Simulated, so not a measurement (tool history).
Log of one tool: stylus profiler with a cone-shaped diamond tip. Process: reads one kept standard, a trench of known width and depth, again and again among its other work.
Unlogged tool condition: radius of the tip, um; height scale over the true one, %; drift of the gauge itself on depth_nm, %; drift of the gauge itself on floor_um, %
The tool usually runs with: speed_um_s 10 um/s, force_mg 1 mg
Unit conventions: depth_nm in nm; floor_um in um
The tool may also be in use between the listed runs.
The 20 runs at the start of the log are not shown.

run,hour,speed_um_s,force_mg,scans with this tip,hours of work since the height scale was calibrated,depth_nm,floor_um
21,1326.3,10,0.48,9504,1358,99.76,98.27
22,1373.4,10,0.48,9716,1388,99.75,98.37
23,1411.2,4,0.48,9887,1412,99.77,98.37
24,1477.7,30,2.18,10186,1455,100.22,98.29
25,1523.4,30,2.18,10393,1485,100.27,98.28
26,1599.6,29,1.39,10736,1534,100.03,98.28
27,1649.2,5,1.05,10960,1566,99.89,98.35
28,1730.1,5,1.05,11324,1618,99.92,98.3
29,1795.5,6,1,11619,1660,99.86,98.29
# hour 1819.7: height scale calibrated on a step standard
30,1839.3,15,0.59,11814,13,100.35,98.27
31,1918.2,10,1.29,12170,63,100.54,98.26
32,2004.4,2,1,12558,119,100.37,98.26
33,2063,3,0.75,12823,157,100.27,98.32
34,2103.2,10,0.36,13004,183,100.19,98.21
35,2164.7,2,2.05,13281,222,100.65,98.3
36,2251,3,1.16,13670,278,100.47,98.27
37,2311.3,3,1.16,13942,317,100.4,98.24
38,2370.7,3,1.16,14210,355,100.41,98.24
39,2415.1,10,1.03,14409,383,100.36,98.22
40,2454,10,1.03,14585,409,100.29,98.24
41,2530.1,12,0.39,14928,458,100.16,98.18
42,2594.4,10,0.8,15218,499,100.24,98.2

Alternative continuations, all from the tool just after run 42; predict every row:
A,2663.8,3,0.81,15531,544,?,?
B,2663.8,16,0.8,15531,544,?,?
C,2663.8,24,0.68,15531,544,?,?

run,depth_nm,floor_um
A,100.21,98.18
B,100.37,98.16
C,100.23,98.11
With the hidden condition removed and each run's random variation left untouched, the same runs would have given:
run,depth_nm,floor_um
A,100.3,98.71
B,100.45,98.68
C,100.32,98.64

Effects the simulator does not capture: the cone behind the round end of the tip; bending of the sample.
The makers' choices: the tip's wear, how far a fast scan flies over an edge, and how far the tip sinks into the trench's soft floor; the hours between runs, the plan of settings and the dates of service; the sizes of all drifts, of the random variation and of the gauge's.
